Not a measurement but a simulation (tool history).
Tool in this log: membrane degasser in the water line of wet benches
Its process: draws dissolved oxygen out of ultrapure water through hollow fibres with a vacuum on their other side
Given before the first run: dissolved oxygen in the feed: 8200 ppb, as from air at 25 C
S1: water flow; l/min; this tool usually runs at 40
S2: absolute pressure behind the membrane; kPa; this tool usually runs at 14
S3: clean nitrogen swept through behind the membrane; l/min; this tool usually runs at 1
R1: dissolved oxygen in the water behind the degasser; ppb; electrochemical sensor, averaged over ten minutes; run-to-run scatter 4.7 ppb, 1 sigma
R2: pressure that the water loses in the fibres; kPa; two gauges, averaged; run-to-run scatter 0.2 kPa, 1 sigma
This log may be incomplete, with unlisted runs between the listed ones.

Run 1, hour 0: usual settings. Result: R1 869.9 ppb, R2 43.94 kPa.
Run 2, hour 88.1: usual settings. Result: R1 866.4 ppb, R2 43.69 kPa.
Run 3, hour 178.9: usual settings but S2 21 kPa. Result: R1 1324.8 ppb, R2 43.81 kPa.
Run 4, hour 345.3: usual settings but S2 21 kPa. Result: R1 1295.2 ppb, R2 43.76 kPa.
Run 5, hour 515.9: usual settings but S2 21 kPa. Result: R1 1315.5 ppb, R2 43.68 kPa.
Run 6, hour 650.5: usual settings. Result: R1 862.6 ppb, R2 43.88 kPa.
Run 7, hour 768: usual settings. Result: R1 868 ppb, R2 43.5 kPa.
Run 8, hour 899.4: usual settings. Result: R1 867.4 ppb, R2 43.72 kPa.
Run 9, hour 1054.8: usual settings. Result: R1 865.6 ppb, R2 43.82 kPa.
At hour 1087: vacuum gauge calibrated.
Run 10, hour 1235.7: usual settings. Result: R1 871.8 ppb, R2 43.6 kPa.
Run 11, hour 1332.5: usual settings. Result: R1 884.8 ppb, R2 44 kPa.
Run 12, hour 1521.4: usual settings but S1 55 l/min. Result: R1 1130.9 ppb, R2 60.37 kPa.
Run 13, hour 1639.5: usual settings but S1 55 l/min. Result: R1 1139.9 ppb, R2 60.44 kPa.
At hour 1713.6: vacuum gauge calibrated, once more.
Run 14, hour 1791.6: usual settings but S1 55 l/min, S3 1.82 l/min. Result: R1 776.8 ppb, R2 60.51 kPa.
Run 15, hour 1980.2: usual settings but S1 55 l/min, S3 1.82 l/min. Result: R1 779.1 ppb, R2 60.38 kPa.
Run 16, hour 2104.8: usual settings but S1 55 l/min, S2 11.4 kPa, S3 1.82 l/min. Result: R1 636.1 ppb, R2 60.34 kPa.
Run 17, hour 2206.9: usual settings but S2 33 kPa, S3 2.54 l/min. Result: R1 1044.8 ppb, R2 43.74 kPa.
Run 18, hour 2346.3: usual settings but S1 35 l/min, S2 15.1 kPa, S3 0.7 l/min. Result: R1 1061.9 ppb, R2 38.6 kPa.
Run 19, hour 2440.5: usual settings but S2 10.8 kPa, S3 1.38 l/min. Result: R1 516.6 ppb, R2 44.38 kPa.
Run 20, hour 2569.6: usual settings but S1 52 l/min, S2 29 kPa, S3 0.79 l/min. Result: R1 2416.2 ppb, R2 56.85 kPa.
Run 21, hour 2683.4: usual settings but S1 52 l/min, S2 29 kPa, S3 0.79 l/min. Result: R1 2427.4 ppb, R2 57.28 kPa.
Run 22, hour 2827.9: usual settings but S1 52 l/min, S2 29 kPa, S3 0.79 l/min. Result: R1 2459.1 ppb, R2 57.33 kPa.
Run 23, hour 3009.7: usual settings but S1 35 l/min, S2 34.4 kPa, S3 1.01 l/min. Result: R1 1858 ppb, R2 38.67 kPa.
Run 24, hour 3097.9: usual settings but S1 30 l/min. Result: R1 675.9 ppb, R2 33.03 kPa.
Run 25, hour 3180.3: usual settings but S1 28 l/min, S2 23.8 kPa. Result: R1 1127.7 ppb, R2 31.21 kPa.
Run 26, hour 3321: usual settings but S1 29 l/min, S2 20.4 kPa, S3 1.65 l/min. Result: R1 676.8 ppb, R2 31.85 kPa.
Run 27, hour 3419.8: usual settings but S1 61 l/min, S2 8.7 kPa, S3 0.79 l/min. Result: R1 854.4 ppb, R2 67.5 kPa.

Forecast run 28:
Run 28, hour 3506: usual settings but S1 47 l/min, S2 17.9 kPa, S3 2.97 l/min. Result: R1 ?, R2 ?.

{"run 28": {"R1": 612.6, "R2": 51.96}}
With no hidden state in the tool, this same run would have given R1 593.4 ppb, R2 50.64 kPa.
